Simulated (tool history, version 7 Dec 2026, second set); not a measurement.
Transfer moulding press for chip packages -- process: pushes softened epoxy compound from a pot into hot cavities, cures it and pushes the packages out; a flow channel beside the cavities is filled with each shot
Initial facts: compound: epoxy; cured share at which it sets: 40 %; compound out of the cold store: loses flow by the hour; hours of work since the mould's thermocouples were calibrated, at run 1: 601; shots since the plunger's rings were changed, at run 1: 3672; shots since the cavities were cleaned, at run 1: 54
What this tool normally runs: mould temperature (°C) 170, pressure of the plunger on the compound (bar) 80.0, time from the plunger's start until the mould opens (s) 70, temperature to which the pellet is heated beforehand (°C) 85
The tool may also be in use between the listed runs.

| run | hour | mould temperature (°C) | pressure of the plunger on the compound (bar) | time from the plunger's start until the mould opens (s) | temperature to which the pellet is heated beforehand (°C) | hours of work since the mould's thermocouples were calibrated | shots since the plunger's rings were changed | shots since the cavities were cleaned | incoming compound's hours out of the cold store | length that the compound runs in the flow channel (mm) | greatest force on the pins that push the packages out (N) |
|---|---|---|---|---|---|---|---|---|---|---|---|
| 1 | 0.0 | 170 | 80.0 | 70 | 85 | 601 | 3672 | 54 | 11.3 | 774 | 368 |
|  | 38.8 | cavities cleaned with cleaning compound and waxed |
|  | 42.5 | plunger's sealing rings changed |
| 2 | 42.5 | 170 | 80.0 | 70 | 85 | 623 | 0 | 14 | 9.3 | 784 | 364 |
| 3 | 65.6 | 170 | 80.0 | 70 | 85 | 636 | 278 | 292 | 14.9 | 761 | 385 |
|  | 85.3 | cavities cleaned with cleaning compound and waxed |
| 4 | 102.6 | 170 | 79.9 | 70 | 85 | 656 | 704 | 207 | 22.2 | 733 | 363 |
|  | 131.2 | cavities cleaned with cleaning compound and waxed |
| 5 | 131.5 | 170 | 60.5 | 70 | 85 | 671 | 1034 | 3 | 20.8 | 646 | 374 |
| 6 | 170.9 | 170 | 60.5 | 70 | 85 | 694 | 1508 | 477 | 9.1 | 683 | 380 |
|  | 175.7 | cavities cleaned with cleaning compound and waxed |
| 7 | 209.4 | 170 | 60.5 | 70 | 85 | 714 | 1952 | 404 | 19.4 | 647 | 365 |
|  | 221.8 | cavities cleaned with cleaning compound and waxed |
| 8 | 246.8 | 170 | 60.5 | 70 | 85 | 735 | 2384 | 301 | 11.1 | 673 | 383 |
|  | 265.5 | mould's thermocouples calibrated |
|  | 267.0 | cavities cleaned with cleaning compound and waxed |
| 9 | 283.3 | 170 | 60.5 | 70 | 85 | 9 | 2781 | 196 | 22.6 | 638 | 364 |
|  | 311.4 | cavities cleaned with cleaning compound and waxed |
| 10 | 314.6 | 170 | 60.5 | 70 | 85 | 26 | 3138 | 37 | 20.7 | 646 | 372 |
|  | 357.6 | cavities cleaned with cleaning compound and waxed |
| 11 | 362.1 | 170 | 80.0 | 70 | 85 | 52 | 3692 | 54 | 42.5 | 669 | 359 |
| 12 | 397.4 | 169 | 94.7 | 70 | 85 | 72 | 4116 | 478 | 26.8 | 789 | 379 |
|  | 403.7 | plunger's sealing rings changed |
|  | 405.2 | cavities cleaned with cleaning compound and waxed |
| 13 | 426.3 | 169 | 94.7 | 70 | 85 | 86 | 253 | 253 | 18.9 | 816 | 378 |
|  | 450.6 | cavities cleaned with cleaning compound and waxed |
| 14 | 458.4 | 169 | 94.7 | 70 | 85 | 103 | 622 | 95 | 37.8 | 748 | 364 |
| 15 | 488.2 | 169 | 94.7 | 76 | 85 | 120 | 980 | 453 | 17.5 | 823 | 353 |
|  | 493.9 | cavities cleaned with cleaning compound and waxed |
|  | 539.9 | cavities cleaned with cleaning compound and waxed |
| 16 | 541.2 | 169 | 94.7 | 76 | 85 | 148 | 1580 | 15 | 13.7 | 838 | 348 |
|  | 584.9 | cavities cleaned with cleaning compound and waxed |
| 17 | 586.0 | 173 | 94.7 | 104 | 85 | 172 | 2101 | 13 | 23.3 | 789 | 332 |
| 18 | 614.5 | 173 | 94.7 | 104 | 85 | 188 | 2444 | 356 | 16.8 | 814 | 311 |

Run 19 comes next. What will it give?
|  | 628.7 | cavities cleaned with cleaning compound and waxed |
| 19 | 643.5 | 170 | 80.0 | 82 | 78 | 204 | 2774 | 178 | 32.9 | ? | ? |

length that the compound runs in the flow channel (mm): 699
greatest force on the pins that push the packages out (N): 337
With no hidden state in the tool, this same run would have given length that the compound runs in the flow channel (mm) 700, greatest force on the pins that push the packages out (N) 335.

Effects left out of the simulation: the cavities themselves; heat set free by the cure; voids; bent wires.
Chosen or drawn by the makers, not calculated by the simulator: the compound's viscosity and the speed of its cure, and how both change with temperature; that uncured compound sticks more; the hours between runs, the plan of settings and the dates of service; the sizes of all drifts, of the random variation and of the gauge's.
